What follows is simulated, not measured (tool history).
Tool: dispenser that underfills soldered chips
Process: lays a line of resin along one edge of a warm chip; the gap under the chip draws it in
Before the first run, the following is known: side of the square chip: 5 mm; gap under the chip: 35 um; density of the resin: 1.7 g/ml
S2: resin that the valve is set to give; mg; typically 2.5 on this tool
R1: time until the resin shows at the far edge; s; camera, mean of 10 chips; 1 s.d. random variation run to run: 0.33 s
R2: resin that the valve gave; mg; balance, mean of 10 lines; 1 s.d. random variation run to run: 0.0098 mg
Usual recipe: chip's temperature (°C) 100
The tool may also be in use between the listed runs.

run 1 day=0 | chip's_temperature_(°C)=100 S2=2.5 | R1=18.2 R2=2.467
-- day=0.258 new syringe of resin
run 2 day=0.458 | chip's_temperature_(°C)=100 S2=2.5 | R1=19.3 R2=2.454
-- day=0.662 new syringe of resin
run 3 day=0.721 | chip's_temperature_(°C)=100 S2=2.5 | R1=15.1 R2=2.449
-- day=1.058 new syringe of resin
run 4 day=1.058 | chip's_temperature_(°C)=100 S2=2.5 | R1=14.4 R2=2.422
-- day=1.467 new syringe of resin
run 5 day=1.542 | chip's_temperature_(°C)=100 S2=2.5 | R1=16.1 R2=2.432
run 6 day=1.771 | chip's_temperature_(°C)=100 S2=2.5 | R1=21.6 R2=2.407
-- day=1.883 new syringe of resin
run 7 day=2.246 | chip's_temperature_(°C)=100 S2=2.5 | R1=23.2 R2=2.403
-- day=2.283 new syringe of resin
-- day=2.392 dispensing valve cleaned and set on the balance
run 8 day=2.596 | chip's_temperature_(°C)=100 S2=2.5 | R1=20.5 R2=2.515
-- day=2.75 new syringe of resin
run 9 day=2.838 | chip's_temperature_(°C)=100 S2=2.92 | R1=15.7 R2=2.898
-- day=3.142 new syringe of resin
run 10 day=3.225 | chip's_temperature_(°C)=108 S2=2.5 | R1=12.2 R2=2.491
run 11 day=3.433 | chip's_temperature_(°C)=108 S2=2.5 | R1=16.5 R2=2.481
-- day=3.554 new syringe of resin
run 12 day=3.896 | chip's_temperature_(°C)=108 S2=2.5 | R1=17.7 R2=2.468
-- day=3.95 new syringe of resin
run 13 day=4.171 | chip's_temperature_(°C)=108 S2=2.5 | R1=14.6 R2=2.475
-- day=4.358 new syringe of resin
run 14 day=4.442 | chip's_temperature_(°C)=109 S2=2.5 | R1=11.4 R2=2.464
run 15 day=4.733 | chip's_temperature_(°C)=109 S2=2.5 | R1=17.9 R2=2.473
-- day=4.779 new syringe of resin
run 16 day=5.029 | chip's_temperature_(°C)=109 S2=2.5 | R1=15.4 R2=2.447
-- day=5.183 new syringe of resin
run 17 day=5.421 | chip's_temperature_(°C)=109 S2=2.5 | R1=14.5 R2=2.452
-- day=5.588 new syringe of resin
run 18 day=5.796 | chip's_temperature_(°C)=97 S2=2.73 | R1=20.2 R2=2.66
-- day=5.996 new syringe of resin
run 19 day=6.138 | chip's_temperature_(°C)=109 S2=2.71 | R1=13 R2=2.629
-- day=6.4 new syringe of resin
run 20 day=6.45 | chip's_temperature_(°C)=87 S2=2.25 | R1=23.2 R2=2.188
-- day=6.688 dispensing valve cleaned and set on the balance
-- day=6.842 new syringe of resin
run 21 day=6.938 | chip's_temperature_(°C)=104 S2=2.25 | R1=14.8 R2=2.253
run 22 day=7.146 | chip's_temperature_(°C)=106 S2=2.29 | R1=18.5 R2=2.294
-- day=7.246 new syringe of resin
run 23 day=7.488 | chip's_temperature_(°C)=110 S2=2.83 | R1=14.2 R2=2.809
-- day=7.646 new syringe of resin
run 24 day=7.946 | chip's_temperature_(°C)=111 S2=2.87 | R1=14.6 R2=2.842
-- day=8.038 new syringe of resin
-- day=8.433 new syringe of resin
run 25 day=8.433 | chip's_temperature_(°C)=86 S2=2.49 | R1=21.9 R2=2.454
run 26 day=8.742 | chip's_temperature_(°C)=107 S2=2.4 | R1=16.8 R2=2.367
-- day=8.838 new syringe of resin
run 27 day=9.2 | chip's_temperature_(°C)=99 S2=2.32 | R1=23.3 R2=2.282
-- day=9.246 new syringe of resin
-- day=9.538 stage's temperature calibrated
-- day=9.688 new syringe of resin
run 28 day=9.717 | chip's_temperature_(°C)=99 S2=2.32 | R1=16.6 R2=2.268
-- day=10.108 new syringe of resin
run 29 day=10.179 | chip's_temperature_(°C)=100 S2=2.42 | R1=17.1 R2=2.342
run 30 day=10.483 | chip's_temperature_(°C)=100 S2=2.33 | R1=25.2 R2=2.25
-- day=10.529 new syringe of resin
run 31 day=10.725 | chip's_temperature_(°C)=86 S2=2.25 | R1=30.5 R2=2.162
-- day=10.929 new syringe of resin
-- day=11.033 dispensing valve cleaned and set on the balance
run 32 day=11.138 | chip's_temperature_(°C)=102 S2=3.13 | R1=17.3 R2=3.118
-- day=11.375 new syringe of resin
run 33 day=11.546 | chip's_temperature_(°C)=114 S2=3.13 | R1=11.9 R2=3.101
-- day=11.808 new syringe of resin
run 34 day=11.825 | chip's_temperature_(°C)=114 S2=2.51 | R1=10 R2=2.493

Subtracting, for every run, the result it would have given without the tool's unlogged condition from the measured result gives the following. The same run-to-run variation enters both numbers; the gauge's scatter may not:
Hidden state at play: resin's viscosity, % of fresh resin's; dose that the valve gives, % of what is set; true chip temperature over the reading, C; drift of the gauge itself on fill_s, %; drift of the gauge itself on given_mg, %.
run=1 R1=+3.4 R2=-0.044
run=2 R1=+4.1 R2=-0.053
run=3 R1=+0.5 R2=-0.058
run=4 R1=-0.6 R2=-0.065
run=5 R1=+1 R2=-0.074
run=6 R1=+6.8 R2=-0.079
run=7 R1=+8.6 R2=-0.089
run=8 R1=+5.5 R2=+0.002
run=9 R1=+1.2 R2=-0.003
run=10 R1=+0.9 R2=-0.01
run=11 R1=+5.1 R2=-0.015
run=12 R1=+6.2 R2=-0.023
run=13 R1=+3.4 R2=-0.029
run=14 R1=+0.8 R2=-0.035
run=15 R1=+6.8 R2=-0.041
run=16 R1=+4.1 R2=-0.047
run=17 R1=+3.6 R2=-0.054
run=18 R1=+4.1 R2=-0.068
run=19 R1=+1.7 R2=-0.076
run=20 R1=+0.2 R2=-0.069
run=21 R1=+1.3 R2=-0.004
run=22 R1=+5.7 R2=-0.009
run=23 R1=+3.3 R2=-0.019
run=24 R1=+4.4 R2=-0.03
run=25 R1=-1.6 R2=-0.036
run=26 R1=+5.2 R2=-0.041
run=27 R1=+8.6 R2=-0.049
run=28 R1=+0.8 R2=-0.057
run=29 R1=+2.1 R2=-0.07
run=30 R1=+10.9 R2=-0.073
run=31 R1=+7 R2=-0.075
run=32 R1=+3.4 R2=-0.003
run=33 R1=+2.4 R2=-0.013
run=34 R1=+0.3 R2=-0.016

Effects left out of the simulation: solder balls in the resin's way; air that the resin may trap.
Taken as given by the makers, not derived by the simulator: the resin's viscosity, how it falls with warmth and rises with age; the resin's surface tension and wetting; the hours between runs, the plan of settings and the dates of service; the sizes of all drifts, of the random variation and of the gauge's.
